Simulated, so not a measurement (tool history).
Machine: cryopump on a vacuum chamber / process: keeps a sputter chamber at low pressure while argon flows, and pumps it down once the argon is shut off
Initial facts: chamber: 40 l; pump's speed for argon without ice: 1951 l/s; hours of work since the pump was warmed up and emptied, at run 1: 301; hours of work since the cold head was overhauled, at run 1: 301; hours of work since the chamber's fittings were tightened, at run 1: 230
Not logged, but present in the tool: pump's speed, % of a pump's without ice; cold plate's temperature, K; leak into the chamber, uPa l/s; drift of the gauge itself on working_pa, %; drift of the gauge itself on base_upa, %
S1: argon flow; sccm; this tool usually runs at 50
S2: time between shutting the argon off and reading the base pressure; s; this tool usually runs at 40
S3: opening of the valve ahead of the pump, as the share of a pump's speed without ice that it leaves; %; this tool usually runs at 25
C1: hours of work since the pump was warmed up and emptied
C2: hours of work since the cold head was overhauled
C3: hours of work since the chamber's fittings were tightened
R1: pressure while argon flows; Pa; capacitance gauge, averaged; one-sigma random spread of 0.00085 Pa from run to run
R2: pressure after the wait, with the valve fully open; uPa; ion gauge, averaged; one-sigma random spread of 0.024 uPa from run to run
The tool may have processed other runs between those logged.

| run | hour | S1 | S2 | S3 | C1 | C2 | C3 | R1 | R2 |
|---|---|---|---|---|---|---|---|---|---|
| 1 | 0.0 | 50 | 40 | 25 | 301 | 301 | 230 | 0.1780 | 1.09 |
| 2 | 13.6 | 98 | 40 | 25 | 308 | 308 | 237 | 0.3514 | 1.12 |
| 3 | 30.8 | 98 | 40 | 25 | 317 | 317 | 246 | 0.3556 | 1.12 |
| 4 | 43.5 | 50 | 69 | 25 | 324 | 324 | 253 | 0.1811 | 0.84 |
| 5 | 60.3 | 50 | 69 | 25 | 333 | 333 | 262 | 0.1792 | 0.85 |
| 6 | 77.2 | 50 | 69 | 25 | 341 | 341 | 271 | 0.1812 | 0.85 |
| 7 | 86.3 | 50 | 69 | 25 | 346 | 346 | 276 | 0.1802 | 0.85 |
| 8 | 96.8 | 50 | 40 | 38 | 352 | 352 | 281 | 0.1198 | 1.18 |
| 9 | 109.3 | 50 | 40 | 25 | 358 | 358 | 288 | 0.1808 | 1.16 |
| 10 | 119.9 | 50 | 40 | 25 | 364 | 364 | 293 | 0.1812 | 1.21 |
| 11 | 129.1 | 50 | 268 | 25 | 369 | 369 | 298 | 0.1810 | 0.54 |
| 12 | 139.9 | 50 | 40 | 27 | 375 | 375 | 304 | 0.1663 | 1.20 |
| 13 | 150.7 | 28 | 40 | 27 | 380 | 380 | 310 | 0.0942 | 1.20 |
| 14 | 159.4 | 50 | 40 | 25 | 385 | 385 | 314 | 0.1811 | 1.19 |
| 15 | 172.1 | 50 | 40 | 25 | 391 | 391 | 321 | 0.1824 | 1.21 |
| 16 | 184.1 | 50 | 30 | 25 | 398 | 398 | 327 | 0.1811 | 1.46 |
| 17 | 201.1 | 50 | 31 | 25 | 407 | 407 | 336 | 0.1807 | 1.41 |
| 18 | 218.3 | 73 | 27 | 25 | 416 | 416 | 345 | 0.2666 | 1.64 |
| 19 | 231.7 | 50 | 145 | 25 | 423 | 423 | 352 | 0.1822 | 0.74 |
| 20 | 242.7 | 50 | 145 | 25 | 429 | 429 | 358 | 0.1821 | 0.71 |
| 21 | 259.9 | 50 | 36 | 16 | 438 | 438 | 367 | 0.2792 | 1.32 |
| 22 | 269.7 | 50 | 36 | 16 | 443 | 443 | 372 | 0.2795 | 1.35 |
| 23 | 280.6 | 29 | 43 | 20 | 449 | 449 | 378 | 0.1301 | 1.24 |
| 24 | 289.2 | 52 | 154 | 20 | 453 | 453 | 383 | 0.2361 | 0.74 |
| 25 | 307.0 | 52 | 154 | 20 | 463 | 463 | 392 | 0.2348 | 0.72 |
| 26 | 321.3 | 25 | 50 | 50 | 470 | 470 | 400 | 0.0480 | 1.19 |
| 27 | 334.3 | 35 | 40 | 39 | 477 | 477 | 406 | 0.0852 | 1.35 |
| 28 | 348.0 | 50 | 221 | 53 | 484 | 484 | 414 | 0.0919 | 0.70 |

The next listed run, before its measurement:
| 29 | 358.7 | 34 | 101 | 56 | 490 | 490 | 419 | ? | ? |

R1: 0.0590 Pa
R2: 0.90 uPa
Without the tool's hidden state the same run would have given R1 0.0520 Pa, R2 0.46 uPa.
